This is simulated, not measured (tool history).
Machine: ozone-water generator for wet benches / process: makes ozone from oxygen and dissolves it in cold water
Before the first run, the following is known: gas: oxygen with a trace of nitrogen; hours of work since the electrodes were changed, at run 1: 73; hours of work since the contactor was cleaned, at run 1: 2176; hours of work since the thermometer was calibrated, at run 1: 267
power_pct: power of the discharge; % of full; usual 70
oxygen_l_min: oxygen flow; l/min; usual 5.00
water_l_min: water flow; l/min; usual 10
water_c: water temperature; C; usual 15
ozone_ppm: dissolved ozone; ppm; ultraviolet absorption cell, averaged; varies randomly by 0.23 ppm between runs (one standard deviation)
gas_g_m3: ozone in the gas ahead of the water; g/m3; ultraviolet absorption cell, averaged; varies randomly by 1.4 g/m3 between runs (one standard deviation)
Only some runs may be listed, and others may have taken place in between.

| run | hour | power_pct | oxygen_l_min | water_l_min | water_c | hours of work since the electrodes were changed | hours of work since the contactor was cleaned | hours of work since the thermometer was calibrated | ozone_ppm | gas_g_m3 |
|---|---|---|---|---|---|---|---|---|---|---|
| 1 | 0.0 | 70 | 5.00 | 10 | 15 | 73 | 2176 | 267 | 34.2 | 256.0 |
| 2 | 19.5 | 70 | 4.97 | 10 | 15 | 88 | 2191 | 282 | 34.4 | 257.5 |
| 3 | 51.9 | 70 | 4.97 | 10 | 15 | 112 | 2215 | 306 | 33.6 | 255.4 |
| 4 | 81.0 | 70 | 8.74 | 10 | 15 | 134 | 2237 | 328 | 30.0 | 187.7 |
| 5 | 112.7 | 70 | 5.00 | 10 | 15 | 158 | 2261 | 352 | 34.2 | 255.3 |
| 6 | 147.7 | 70 | 5.00 | 10 | 15 | 184 | 2287 | 379 | 34.3 | 257.5 |
| 7 | 181.5 | 70 | 5.00 | 10 | 15 | 210 | 2313 | 404 | 34.1 | 255.7 |
| 8 | 203.4 | 70 | 5.00 | 10 | 15 | 226 | 2329 | 420 | 33.8 | 256.4 |
| 9 | 224.7 | 70 | 5.00 | 10 | 15 | 242 | 2345 | 437 | 33.8 | 255.6 |
| 10 | 257.5 | 70 | 5.00 | 10 | 15 | 267 | 2370 | 461 | 33.9 | 256.7 |
| 11 | 292.0 | 70 | 5.00 | 13 | 15 | 293 | 2396 | 487 | 27.6 | 256.8 |
| 12 | 322.4 | 75 | 5.00 | 10 | 15 | 316 | 2419 | 510 | 35.7 | 271.0 |
| 13 | 341.6 | 70 | 5.00 | 9 | 15 | 330 | 2433 | 525 | 37.2 | 254.6 |
| 14 | 358.9 | 70 | 5.00 | 9 | 15 | 343 | 2446 | 538 | 36.8 | 258.7 |
| 15 | 390.1 | 70 | 4.66 | 10 | 15 | 367 | 2470 | 561 | 34.4 | 268.8 |
| 16 | 420.8 | 70 | 4.66 | 10 | 15 | 390 | 2493 | 584 | 34.6 | 268.9 |
| 17 | 439.0 | 70 | 4.66 | 10 | 15 | 404 | 2507 | 598 | 34.3 | 263.6 |
| 18 | 472.8 | 51 | 4.25 | 8 | 15 | 429 | 2532 | 623 | 32.7 | 225.6 |
| 19 | 502.1 | 51 | 4.25 | 14 | 18 | 451 | 2554 | 645 | 19.8 | 222.5 |
| 20 | 523.9 | 42 | 5.64 | 13 | 8 | 468 | 2571 | 662 | 21.1 | 167.1 |
| 21 | 552.3 | 51 | 3.23 | 14 | 19 | 489 | 2592 | 683 | 19.4 | 260.2 |
| 22 | 585.1 | 90 | 3.23 | 14 | 19 | 514 | 2617 | 708 | 30.2 | 395.8 |
| 23 | 614.7 | 99 | 4.30 | 10 | 15 | 536 | 2639 | 730 | 44.5 | 362.4 |
| 24 | 645.5 | 42 | 3.43 | 10 | 11 | 559 | 2662 | 753 | 25.6 | 217.4 |
| 25 | 662.6 | 42 | 3.43 | 10 | 11 | 572 | 2675 | 766 | 25.3 | 221.8 |
| 26 | 696.1 | 42 | 3.43 | 10 | 11 | 597 | 2700 | 792 | 25.7 | 221.1 |
| 27 | 722.0 | 42 | 5.05 | 14 | 13 | 617 | 2720 | 811 | 18.3 | 180.3 |
| 28 | 754.4 | 42 | 5.05 | 14 | 13 | 641 | 2744 | 836 | 18.7 | 179.9 |
| 29 | 771.0 | 42 | 5.05 | 14 | 13 | 654 | 2757 | 848 | 18.7 | 178.4 |
| 30 | 801.3 | 49 | 5.05 | 11 | 13 | 677 | 2780 | 871 | 25.3 | 198.8 |
| 31 | 827.1 | 60 | 3.76 | 12 | 15 | 696 | 2799 | 890 | 26.8 | 271.7 |
| 32 | 852.6 | 45 | 3.59 | 16 | 10 | 715 | 2818 | 910 | 17.7 | 225.7 |
| 33 | 886.1 | 70 | 3.80 | 10 | 15 | 740 | 2844 | 935 | 35.2 | 304.4 |

Below are 3 alternative next runs, each starting from the tool's condition after run 33. Predict each:
| A | 908.9 | 70 | 5.00 | 10 | 14 | 758 | 2861 | 952 | ? | ? |
| B | 908.9 | 60 | 5.00 | 12 | 15 | 758 | 2861 | 952 | ? | ? |
| C | 908.9 | 41 | 4.28 | 7 | 15 | 758 | 2861 | 952 | ? | ? |

| run | ozone_ppm | gas_g_m3 |
|---|---|---|
| A | 34.6 | 259.6 |
| B | 26.6 | 232.3 |
| C | 30.4 | 193.4 |
Take away the tool's hidden state, keep each run's random variation, and the runs would have read:
| run | ozone_ppm | gas_g_m3 |
|---|---|---|
| A | 34.7 | 253.2 |
| B | 26.6 | 226.6 |
| C | 30.4 | 188.6 |
